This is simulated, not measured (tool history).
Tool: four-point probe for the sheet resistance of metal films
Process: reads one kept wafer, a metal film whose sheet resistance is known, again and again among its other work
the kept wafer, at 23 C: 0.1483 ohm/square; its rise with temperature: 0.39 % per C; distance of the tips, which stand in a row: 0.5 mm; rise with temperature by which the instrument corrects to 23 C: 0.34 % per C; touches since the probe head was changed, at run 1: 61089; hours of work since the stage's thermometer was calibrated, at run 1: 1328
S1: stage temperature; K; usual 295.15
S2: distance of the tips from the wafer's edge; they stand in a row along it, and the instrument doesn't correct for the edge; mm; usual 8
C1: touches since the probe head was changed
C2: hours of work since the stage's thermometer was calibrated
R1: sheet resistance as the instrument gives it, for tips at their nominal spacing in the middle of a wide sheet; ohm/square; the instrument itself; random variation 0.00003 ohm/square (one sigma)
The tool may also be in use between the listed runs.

| run | hour | S1 | S2 | C1 | C2 | R1 |
|---|---|---|---|---|---|---|
| 1 | 0 | 295.15 | 8 | 61089 | 1328 | 0.148058 |
| 2 | 28 | 295.15 | 8 | 62459 | 1343 | 0.148096 |
| 3 | 49.9 | 295.15 | 42 | 63529 | 1355 | 0.147831 |
| 4 | 76.4 | 296.15 | 8 | 64830 | 1369 | 0.148159 |
| 5 | 107 | 296.15 | 8 | 66327 | 1386 | 0.148199 |
| 6 | 124.1 | 296.15 | 8 | 67165 | 1395 | 0.148245 |
| 7 | 147.3 | 295.15 | 26 | 68297 | 1408 | 0.147844 |
| 8 | 160.1 | 295.15 | 26 | 68925 | 1415 | 0.147832 |
| 9 | 176.2 | 295.15 | 26 | 69712 | 1424 | 0.147895 |
| 10 | 189.3 | 295.15 | 11 | 70353 | 1431 | 0.147946 |
| 11 | 211.1 | 295.15 | 8 | 71419 | 1443 | 0.148105 |
| 12 | 232.3 | 295.15 | 8 | 72459 | 1454 | 0.148142 |
| 13 | 259 | 295.15 | 48 | 73766 | 1469 | 0.147791 |
| 14 | 284.4 | 295.15 | 48 | 75006 | 1482 | 0.147891 |
| 15 | 312.6 | 295.15 | 48 | 76388 | 1498 | 0.147833 |
|  | 337.7 | stage's thermometer calibrated |
| 16 | 339 | 295.15 | 48 | 77654 | 1 | 0.147657 |
| 17 | 369.4 | 307.15 | 62 | 79141 | 17 | 0.148617 |
| 18 | 398.4 | 295.15 | 4 | 80562 | 33 | 0.148956 |
| 19 | 425.2 | 304.15 | 6 | 81875 | 48 | 0.148983 |
| 20 | 447.8 | 304.15 | 6 | 82978 | 60 | 0.149008 |
| 21 | 476.4 | 293.15 | 7 | 84380 | 75 | 0.14798 |
| 22 | 496.2 | 293.15 | 13 | 85347 | 86 | 0.14777 |
| 23 | 519.8 | 303.15 | 5 | 86504 | 99 | 0.149211 |
| 24 | 540.1 | 303.15 | 5 | 87499 | 110 | 0.149107 |
| 25 | 555.4 | 301.15 | 12 | 88243 | 118 | 0.148394 |
| 26 | 586.8 | 299.15 | 25 | 89779 | 136 | 0.148087 |
| 27 | 602.5 | 295.15 | 51 | 90552 | 144 | 0.147805 |
| 28 | 620.3 | 304.15 | 52 | 91423 | 154 | 0.148485 |
| 29 | 635.1 | 292.15 | 52 | 92147 | 162 | 0.147575 |

The same runs without the tool's hidden state, with the same run-to-run variation:
The hidden state here: inner tips' distance over the nominal, %; tips' flats over new ones', %; wafer's true temperature over the reading, C; drift of the gauge itself on sheet_ohm, %.
| run | R1 |
|---|---|
| 1 | 0.148515 |
| 2 | 0.148546 |
| 3 | 0.148276 |
| 4 | 0.148598 |
| 5 | 0.148631 |
| 6 | 0.148673 |
| 7 | 0.148265 |
| 8 | 0.148249 |
| 9 | 0.148308 |
| 10 | 0.148356 |
| 11 | 0.148509 |
| 12 | 0.148543 |
| 13 | 0.148184 |
| 14 | 0.148277 |
| 15 | 0.148213 |
| 16 | 0.148169 |
| 17 | 0.149125 |
| 18 | 0.149456 |
| 19 | 0.149478 |
| 20 | 0.149496 |
| 21 | 0.148457 |
| 22 | 0.148242 |
| 23 | 0.149682 |
| 24 | 0.149573 |
| 25 | 0.148854 |
| 26 | 0.148538 |
| 27 | 0.148251 |
| 28 | 0.148929 |
| 29 | 0.148012 |

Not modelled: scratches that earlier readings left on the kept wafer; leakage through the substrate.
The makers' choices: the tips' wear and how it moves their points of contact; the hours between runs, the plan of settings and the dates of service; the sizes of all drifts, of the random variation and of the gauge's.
